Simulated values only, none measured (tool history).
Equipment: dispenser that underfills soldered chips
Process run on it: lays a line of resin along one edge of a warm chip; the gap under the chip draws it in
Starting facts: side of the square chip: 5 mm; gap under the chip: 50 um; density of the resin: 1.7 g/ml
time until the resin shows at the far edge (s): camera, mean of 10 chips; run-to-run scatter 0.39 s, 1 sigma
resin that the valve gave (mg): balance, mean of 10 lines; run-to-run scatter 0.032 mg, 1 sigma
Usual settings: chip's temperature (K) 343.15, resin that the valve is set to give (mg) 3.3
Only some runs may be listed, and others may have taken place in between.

run   hour  chip's temperature (K)  resin that the valve is set to give (mg)  time until the resin shows at the far edge (s)  resin that the valve gave (mg)
  1      0                  343.15                                       3.3                                            31.5                            3.01
  2    4.6                  343.15                                      4.23                                            36.9                            3.87
  3    7.3                  343.15                                      4.23                                            41.8                            3.85
  4   13.4                  343.15                                      4.23                                            31.9                            3.89
  5   17.2                  343.15                                      4.23                                            35.9                            3.88
  6     23                  343.15                                      4.23                                            26.9                            3.86
  7   27.3                  343.15                                       3.3                                            34.3                            3.01
  8   33.3                  343.15                                       3.3                                            43.4                            2.99
  9   37.7                  351.15                                       3.3                                            22.4                               3
 10   40.2                  351.15                                       3.3                                            24.7                            3.02
 11   45.7                  343.15                                       3.3                                            39.1                            3.29
 12     49                  343.15                                       3.3                                            27.3                            3.29
 13   53.1                  343.15                                       3.3                                            31.8                             3.3
 14   58.1                  353.15                                       3.3                                            26.5                            3.26
 15   62.6                  353.15                                       3.3                                            19.6                            3.24
 16   65.8                  353.15                                       3.3                                            21.9                            3.26
 17   68.7                  353.15                                       3.3                                            23.8                            3.22
 18   74.4                  343.15                                      4.04                                            26.2                            3.97
 19   78.2                  336.15                                      2.81                                            43.5                            2.71
 20   83.1                  336.15                                      2.81                                            52.6                            2.76
 21   86.9                  329.15                                      3.68                                            47.8                            3.58
 22   89.9                  355.15                                      4.11                                            18.7                            4.07
 23     94                  340.15                                      3.05                                            41.6                            2.97
 24  100.1                  340.15                                      3.05                                              32                            2.99
 25  104.6                  340.15                                      3.05                                            39.2                            3.02
 26  108.5                  334.15                                       3.6                                            56.2                            3.48
 27  113.9                  350.15                                      3.88                                            21.1                            3.78
 28  117.4                  350.15                                      3.88                                            24.5                            3.78
 29  122.1                  350.15                                      3.88                                            29.2                            3.72
 30  126.7                  329.15                                      2.97                                            54.5                            2.83
 31  131.6                  345.15                                      3.75                                            32.5                            3.59
 32  135.5                  353.15                                      3.16                                            28.6                            3.07
 33  139.8                  332.15                                         3                                            47.8                            2.86
 34  145.1                  338.15                                         3                                            46.3                            2.79
 35  149.3                  340.15                                      3.15                                            31.1                            2.91
 36    152                  351.15                                      3.46                                            21.2                            3.28

Missing from the log above: 13 entries noted between runs. For each, name the pair of listed runs it sits between and say how the tool's hidden condition differs from the listed run just before to the listed run just after:
Runs 3 to 4: new syringe of resin (hour 8.2)
  resin's viscosity, % of fresh resin's: 163.8 -> 123; dose that the valve gives, % of what is set: 92.4 -> 92.12; true chip temperature over the reading, C: -0.61 -> -0.62
  measured less the result without the state, time until the resin shows at the far edge (s): +16.9 -> +6.5; resin that the valve gave (mg): -0.32 -> -0.33
Runs 5 to 6: new syringe of resin (hour 21.1)
  resin's viscosity, % of fresh resin's: 143.2 -> 109.1; dose that the valve gives, % of what is set: 91.96 -> 91.69; true chip temperature over the reading, C: -0.62 -> -0.63
  measured less the result without the state, time until the resin shows at the far edge (s): +11.6 -> +3; resin that the valve gave (mg): -0.34 -> -0.35
Runs 8 to 9: new syringe of resin (hour 34.1)
  resin's viscosity, % of fresh resin's: 165.2 -> 115.3; dose that the valve gives, % of what is set: 91.2 -> 91.01; true chip temperature over the reading, C: -0.64 -> -0.65
  measured less the result without the state, time until the resin shows at the far edge (s): +18.1 -> +3.7; resin that the valve gave (mg): -0.29 -> -0.29
Runs 10 to 11: dispensing valve cleaned and set on the balance (hour 45.7)
  resin's viscosity, % of fresh resin's: 127.7 -> 152.6; dose that the valve gives, % of what is set: 90.89 -> 99.76; true chip temperature over the reading, C: -0.65 -> -0.66
  measured less the result without the state, time until the resin shows at the far edge (s): +5.9 -> +14.2; resin that the valve gave (mg): -0.3 -> -0.01
Runs 11 to 12: new syringe of resin (hour 47.7)
  resin's viscosity, % of fresh resin's: 152.6 -> 105; dose that the valve gives, % of what is set: 99.76 -> 99.62
  measured less the result without the state, time until the resin shows at the far edge (s): +14.2 -> +2; resin that the valve gave (mg): -0.01 -> -0.02
Runs 14 to 15: new syringe of resin (hour 60.3)
  resin's viscosity, % of fresh resin's: 151.7 -> 109; dose that the valve gives, % of what is set: 99.19 -> 98.98
  measured less the result without the state, time until the resin shows at the far edge (s): +9.6 -> +2.1; resin that the valve gave (mg): -0.03 -> -0.03
Runs 17 to 18: new syringe of resin (hour 73)
  resin's viscosity, % of fresh resin's: 139.5 -> 104.4; dose that the valve gives, % of what is set: 98.67 -> 98.41; true chip temperature over the reading, C: -0.69 -> -0.7
  measured less the result without the state, time until the resin shows at the far edge (s): +7.2 -> +1.8; resin that the valve gave (mg): -0.04 -> -0.06
Runs 20 to 21: new syringe of resin (hour 85.8)
  resin's viscosity, % of fresh resin's: 148.4 -> 104.6; dose that the valve gives, % of what is set: 97.96 -> 97.8
  measured less the result without the state, time until the resin shows at the far edge (s): +18.4 -> +3.6; resin that the valve gave (mg): -0.05 -> -0.08
Runs 23 to 24: new syringe of resin (hour 98.5)
  resin's viscosity, % of fresh resin's: 139.2 -> 107.3; dose that the valve gives, % of what is set: 97.5 -> 97.24; true chip temperature over the reading, C: -0.73 -> -0.74
  measured less the result without the state, time until the resin shows at the far edge (s): +12.7 -> +3.2; resin that the valve gave (mg): -0.08 -> -0.08
Runs 26 to 27: new syringe of resin (hour 111.4)
  resin's viscosity, % of fresh resin's: 150.7 -> 108.5; dose that the valve gives, % of what is set: 96.83 -> 96.59; true chip temperature over the reading, C: -0.75 -> -0.76
  measured less the result without the state, time until the resin shows at the far edge (s): +20.2 -> +2.3; resin that the valve gave (mg): -0.12 -> -0.13
Runs 29 to 30: new syringe of resin (hour 123.9)
  resin's viscosity, % of fresh resin's: 151.1 -> 113.8; dose that the valve gives, % of what is set: 96.2 -> 96; true chip temperature over the reading, C: -0.77 -> -0.78
  measured less the result without the state, time until the resin shows at the far edge (s): +10.5 -> +8.6; resin that the valve gave (mg): -0.15 -> -0.12
Runs 32 to 33: new syringe of resin (hour 136.6)
  resin's viscosity, % of fresh resin's: 162 -> 112.9; dose that the valve gives, % of what is set: 95.57 -> 95.38; true chip temperature over the reading, C: -0.79 -> -0.8
  measured less the result without the state, time until the resin shows at the far edge (s): +11.6 -> +7.2; resin that the valve gave (mg): -0.14 -> -0.14
Runs 34 to 35: new syringe of resin (hour 149.3)
  resin's viscosity, % of fresh resin's: 139.8 -> 102.7; dose that the valve gives, % of what is set: 95.11 -> 94.91; true chip temperature over the reading, C: -0.8 -> -0.81
  measured less the result without the state, time until the resin shows at the far edge (s): +14.6 -> +2; resin that the valve gave (mg): -0.15 -> -0.16

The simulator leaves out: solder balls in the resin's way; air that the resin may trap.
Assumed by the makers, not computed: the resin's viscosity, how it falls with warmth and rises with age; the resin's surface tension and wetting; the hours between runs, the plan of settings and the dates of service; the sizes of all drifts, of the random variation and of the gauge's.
